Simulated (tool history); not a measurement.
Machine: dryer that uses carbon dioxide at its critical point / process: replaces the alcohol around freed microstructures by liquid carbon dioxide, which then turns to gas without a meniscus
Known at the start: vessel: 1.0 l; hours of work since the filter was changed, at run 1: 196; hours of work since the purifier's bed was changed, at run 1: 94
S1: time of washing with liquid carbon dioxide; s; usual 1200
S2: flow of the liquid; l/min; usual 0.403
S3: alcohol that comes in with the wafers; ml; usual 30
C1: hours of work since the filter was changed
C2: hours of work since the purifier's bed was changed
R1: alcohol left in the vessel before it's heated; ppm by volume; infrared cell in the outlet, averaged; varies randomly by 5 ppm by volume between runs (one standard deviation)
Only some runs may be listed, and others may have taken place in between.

run,hour,S1,S2,S3,C1,C2,R1
1,0.0,1200,0.403,30,196,94,57
2,13.5,1200,0.403,23,205,102,40
3,28.1,1200,0.403,71,213,111,107
4,41.0,1200,0.403,71,221,119,109
5,51.5,1200,0.403,71,227,125,106
6,62.8,1200,0.403,71,234,132,104
7,72.7,1200,0.295,30,240,138,240
8,78.8,1200,0.403,30,244,142,52
9,92.6,1200,0.403,30,252,150,63
10,102.4,1200,0.403,30,258,156,67
11,113.4,1200,0.403,30,265,163,70
12,120.8,1200,0.403,30,269,167,64
13,130.0,1200,0.403,26,275,173,58
14,144.7,1140,0.403,30,284,182,80
15,155.2,1800,0.403,85,290,188,31
16,167.9,1200,0.558,30,298,196,34
17,179.4,1140,0.542,50,305,203,42
18,194.0,1140,0.542,50,314,211,43
19,204.9,1620,0.596,49,320,218,33
20,219.4,1200,0.521,30,329,227,38
21,234.2,1200,0.398,60,338,236,133
22,241.8,1200,0.398,60,343,240,126
23,254.6,960,0.403,71,350,248,400

What if the next run were any one of these 3? Each begins from the tool's condition after run 23:
A,261.9,1860,0.403,30,355,252,?
B,261.9,1080,0.403,105,355,252,?
C,261.9,1380,0.495,108,355,252,?

run,R1
A,37
B,306
C,43
Had the tool no hidden state, the same runs would have come out as:
run,R1
A,3
B,188
C,6
